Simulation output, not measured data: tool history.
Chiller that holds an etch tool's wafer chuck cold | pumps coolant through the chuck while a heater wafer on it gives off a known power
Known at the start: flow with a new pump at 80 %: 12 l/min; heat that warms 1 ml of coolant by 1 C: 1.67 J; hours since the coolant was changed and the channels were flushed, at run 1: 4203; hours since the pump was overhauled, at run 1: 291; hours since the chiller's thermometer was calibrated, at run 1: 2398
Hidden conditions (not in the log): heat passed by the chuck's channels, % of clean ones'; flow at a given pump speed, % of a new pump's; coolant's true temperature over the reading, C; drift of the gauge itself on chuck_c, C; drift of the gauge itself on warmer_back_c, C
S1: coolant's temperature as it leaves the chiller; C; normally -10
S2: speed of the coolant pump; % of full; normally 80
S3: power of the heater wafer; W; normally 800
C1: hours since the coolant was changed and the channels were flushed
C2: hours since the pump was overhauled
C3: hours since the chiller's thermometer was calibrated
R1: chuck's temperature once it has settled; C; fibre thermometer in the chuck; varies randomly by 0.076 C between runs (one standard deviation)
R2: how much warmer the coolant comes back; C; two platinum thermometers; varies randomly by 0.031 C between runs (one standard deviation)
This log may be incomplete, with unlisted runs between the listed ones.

run 1 day=0 | S1=-10 S2=80 S3=800 | C1=4203 C2=291 C3=2398 | R1=-4.43 R2=2.38
run 2 day=7.3 | S1=-10 S2=80 S3=800 | C1=4379 C2=466 C3=2573 | R1=-4.44 R2=2.4
run 3 day=11.417 | S1=-10 S2=80 S3=923 | C1=4477 C2=565 C3=2672 | R1=-3.56 R2=2.74
run 4 day=15.483 | S1=-10 S2=80 S3=800 | C1=4575 C2=663 C3=2769 | R1=-4.47 R2=2.32
run 5 day=19.262 | S1=-10 S2=80 S3=847 | C1=4666 C2=753 C3=2860 | R1=-4.01 R2=2.56
run 6 day=25.188 | S1=-10 S2=80 S3=847 | C1=4808 C2=896 C3=3002 | R1=-4.1 R2=2.54
run 7 day=32.254 | S1=-10 S2=80 S3=800 | C1=4977 C2=1065 C3=3172 | R1=-4.35 R2=2.41
run 8 day=41.179 | S1=-10 S2=97 S3=800 | C1=5192 C2=1279 C3=3386 | R1=-5.09 R2=1.96
run 9 day=47.542 | S1=-9 S2=61 S3=800 | C1=5344 C2=1432 C3=3539 | R1=-2.28 R2=3.19
run 10 day=53.562 | S1=-9 S2=61 S3=800 | C1=5489 C2=1577 C3=3683 | R1=-2.11 R2=3.19
run 11 day=60.038 | S1=-9 S2=61 S3=800 | C1=5644 C2=1732 C3=3839 | R1=-2.21 R2=3.2

Run 12 has not been measured yet. What should we expect?
run 12 day=66.188 | S1=-1 S2=64 S3=650 | C1=5792 C2=1880 C3=3986 | R1=? R2=?

{"run 12": {"R1": 4.39, "R2": 2.47}}
Minus the tool's unlogged condition, the same run would have read R1 4.39 C, R2 2.47 C.
